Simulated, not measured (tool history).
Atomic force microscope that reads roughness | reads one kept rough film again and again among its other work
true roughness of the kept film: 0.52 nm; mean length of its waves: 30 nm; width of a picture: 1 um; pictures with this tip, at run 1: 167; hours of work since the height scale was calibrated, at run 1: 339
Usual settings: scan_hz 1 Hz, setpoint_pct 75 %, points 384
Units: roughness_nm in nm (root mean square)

run   hour  scan_hz  setpoint_pct  points  pictures with this tip  hours of work since the height scale was calibrated  roughness_nm
  1      0        1            75     384                     167                                                  339         0.469
  2   13.8        1            75     384                     179                                                  345         0.468
  3   33.3     1.22            75     384                     197                                                  354         0.463
  4   61.3     1.22            75     384                     222                                                  366         0.458
  5   84.5        1            75     384                     243                                                  376         0.463
  6  113.5        1            75     384                     269                                                  389         0.459
  7  138.9        1            64     384                     292                                                  400          0.47
  8  159.6        1            64     384                     311                                                  409          0.47
  9  185.4        1            64     384                     335                                                  421         0.467
     188.8  -- new tip fitted
     189.8  -- height scale calibrated on a step standard
 10  210.3        1            64     384                      19                                                    9         0.495
 11  234.8        1            75     384                      41                                                   20         0.484
 12    250        1            59     384                      55                                                   27         0.491
 13  271.3        1            75     306                      74                                                   36         0.473
 14  291.1     2.76            83     306                      92                                                   45         0.405
 15  307.3     2.76            83     306                     107                                                   52         0.401
 16  330.4     2.76            83     306                     128                                                   62         0.402
     333.5  -- height scale calibrated on a step standard, once more
 17  345.7     2.76            83     306                     141                                                    5         0.403
 18  369.6     1.44            83     801                     162                                                   16         0.442
 19  390.5     0.71            72     498                     181                                                   25         0.478
 20  416.9     1.03            68    1011                     205                                                   37         0.474
 21    433     1.76            75     384                     220                                                   44         0.447
 22  458.8     0.73            74     888                     243                                                   55         0.476
 23  478.8     0.73            74     888                     261                                                   64         0.476
 24    498     0.73            74     888                     278                                                   72         0.474
 25  516.6     0.73            74     888                     295                                                   81          0.47
 26    538     0.73            57     858                     315                                                   90         0.479

Measured less the same run without the tool's hidden state. The same run-to-run variation is in both; the gauge's scatter may not be:
The hidden state here: radius of the tip, nm; height scale over the true one, %; drift of the gauge itself on roughness_nm, %.
run  roughness_nm
  1        -0.013
  2        -0.013
  3        -0.015
  4        -0.017
  5        -0.018
  6         -0.02
  7        -0.022
  8        -0.024
  9        -0.026
 10            +0
 11        -0.002
 12        -0.004
 13        -0.005
 14        -0.005
 15        -0.006
 16        -0.008
 17        -0.009
 18        -0.012
 19        -0.015
 20        -0.016
 21        -0.016
 22        -0.019
 23        -0.021
 24        -0.021
 25        -0.022
 26        -0.025
